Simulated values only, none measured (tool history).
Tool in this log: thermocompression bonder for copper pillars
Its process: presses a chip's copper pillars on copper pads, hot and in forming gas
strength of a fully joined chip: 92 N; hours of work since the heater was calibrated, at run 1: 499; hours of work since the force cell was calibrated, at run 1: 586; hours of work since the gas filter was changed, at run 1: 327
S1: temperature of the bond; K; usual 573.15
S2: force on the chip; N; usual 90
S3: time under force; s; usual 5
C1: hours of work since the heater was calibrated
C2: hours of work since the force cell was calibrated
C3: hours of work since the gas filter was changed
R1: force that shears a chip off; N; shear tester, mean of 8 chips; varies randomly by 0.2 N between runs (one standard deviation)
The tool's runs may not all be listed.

run	day	S1	S2	S3	C1	C2	C3	R1
1	0.000	573.15	90	5	499	586	327	65.6
# day 0.888: forming gas filter changed
2	2.562	573.15	90	5	547	635	32	66.3
3	5.462	573.15	90	5	602	690	87	66.1
4	8.654	573.15	90	5	662	750	147	66.0
5	11.612	573.15	90	5	718	806	203	66.1
6	14.992	573.15	90	5	783	870	267	67.0
7	17.217	573.15	90	5	825	913	310	67.1
8	18.871	573.15	90	5	856	944	341	66.8
# day 19.075: forming gas filter changed
9	20.396	573.15	90	5	885	973	25	66.9
10	22.117	573.15	90	5	917	1005	58	67.3
11	24.896	573.15	90	5	970	1058	110	66.8
12	27.846	573.15	90	5	1026	1114	166	67.5
# day 29.204: force cell calibrated
# day 29.571: gauge calibrated
13	29.854	573.15	90	5	1063	12	203	65.5
14	31.946	573.15	90	5	1103	52	243	65.9
15	33.988	573.15	90	5	1141	91	282	66.0
16	35.825	573.15	90	5	1176	126	317	66.1
# day 37.267: forming gas filter changed
17	37.312	573.15	90	5	1204	153	1	66.0
# day 38.721: heater calibrated with a thermocouple chip
18	38.929	573.15	90	5	4	182	30	65.9
19	42.342	573.15	90	5	69	247	95	66.1
20	45.446	573.15	90	5	128	306	154	66.6
21	48.804	573.15	90	5	191	370	217	66.5
22	52.183	573.15	118	5	255	434	281	75.7
# day 55.471: forming gas filter changed
23	55.658	578.15	98	7	321	499	4	77.9
24	57.217	578.15	98	7	350	529	33	78.1
25	59.062	557.15	75	7	385	564	68	57.5
26	61.617	549.15	90	6	434	612	117	56.6
27	63.671	598.15	121	10	473	651	156	91.7
28	65.096	573.15	91	3	500	678	183	59.2
29	68.138	573.15	128	5	558	736	240	79.4
30	69.783	590.15	80	6	589	767	272	76.1
31	72.800	580.15	59	5	646	825	329	57.4
# day 73.775: forming gas filter changed
32	75.396	580.15	74	8	695	873	31	73.6
33	77.633	597.15	60	8	737	916	73	75.0
34	80.871	563.15	90	6	799	977	135	66.1
35	82.971	563.15	90	6	839	1017	174	66.2
# day 83.412: gauge calibrated
36	85.462	562.15	72	4	886	1064	222	48.2
37	88.338	562.15	72	4	940	1119	276	48.4
# day 89.654: force cell calibrated
38	89.971	589.15	129	4	970	6	306	81.2

What differs in the tool's unlogged condition from the final listed run ahead of each entry between runs to the first listed run following it?
Runs 1 to 2: forming gas filter changed (day 0.888)
  oxide that the forming gas leaves, % of the face: 0.69 -> 0.52; drift of the gauge itself on shear_n, %: 0 -> 0.23
  measured value less the no-hidden-state value, R1: -0.1 -> +0.2 N
Runs 8 to 9: forming gas filter changed (day 19.075)
  true temperature of the bond over the reading, C: 0.2 -> 0.3; oxide that the forming gas leaves, % of the face: 0.69 -> 0.52; drift of the gauge itself on shear_n, %: 1.7 -> 1.84
  measured value less the no-hidden-state value, R1: +1.1 -> +1.3 N
Runs 12 to 13: force cell calibrated (day 29.204); gauge calibrated (day 29.571)
  force that reaches the chip, % of what is set: 99.9 -> 100; oxide that the forming gas leaves, % of the face: 0.59 -> 0.62; drift of the gauge itself on shear_n, %: 2.51 -> 0.03
  measured value less the no-hidden-state value, R1: +1.7 -> +0.1 N
Runs 16 to 17: forming gas filter changed (day 37.267)
  oxide that the forming gas leaves, % of the face: 0.68 -> 0.5; drift of the gauge itself on shear_n, %: 0.56 -> 0.7
  measured value less the no-hidden-state value, R1: +0.4 -> +0.6 N
Runs 17 to 18: heater calibrated with a thermocouple chip (day 38.721)
  true temperature of the bond over the reading, C: 0.3 -> 0; oxide that the forming gas leaves, % of the face: 0.5 -> 0.52; drift of the gauge itself on shear_n, %: 0.7 -> 0.84
  measured value less the no-hidden-state value, R1: +0.6 -> +0.5 N
Runs 22 to 23: forming gas filter changed (day 55.471)
  true temperature of the bond over the reading, C: 0 -> 0.1; force that reaches the chip, % of what is set: 100 -> 99.9; oxide that the forming gas leaves, % of the face: 0.65 -> 0.51; drift of the gauge itself on shear_n, %: 2.03 -> 2.34
  measured value less the no-hidden-state value, R1: +1.4 -> +1.8 N
Runs 31 to 32: forming gas filter changed (day 73.775)
  true temperature of the bond over the reading, C: 0.1 -> 0.2; oxide that the forming gas leaves, % of the face: 0.69 -> 0.52; drift of the gauge itself on shear_n, %: 3.89 -> 4.12
  measured value less the no-hidden-state value, R1: +2.1 -> +2.9 N
Runs 35 to 36: gauge calibrated (day 83.412)
  oxide that the forming gas leaves, % of the face: 0.6 -> 0.63; drift of the gauge itself on shear_n, %: 4.81 -> 0.18
  measured value less the no-hidden-state value, R1: +3.0 -> +0.1 N
Runs 37 to 38: force cell calibrated (day 89.654)
  force that reaches the chip, % of what is set: 99.9 -> 100; oxide that the forming gas leaves, % of the face: 0.66 -> 0.67; drift of the gauge itself on shear_n, %: 0.44 -> 0.59
  measured value less the no-hidden-state value, R1: +0.2 -> +0.4 N

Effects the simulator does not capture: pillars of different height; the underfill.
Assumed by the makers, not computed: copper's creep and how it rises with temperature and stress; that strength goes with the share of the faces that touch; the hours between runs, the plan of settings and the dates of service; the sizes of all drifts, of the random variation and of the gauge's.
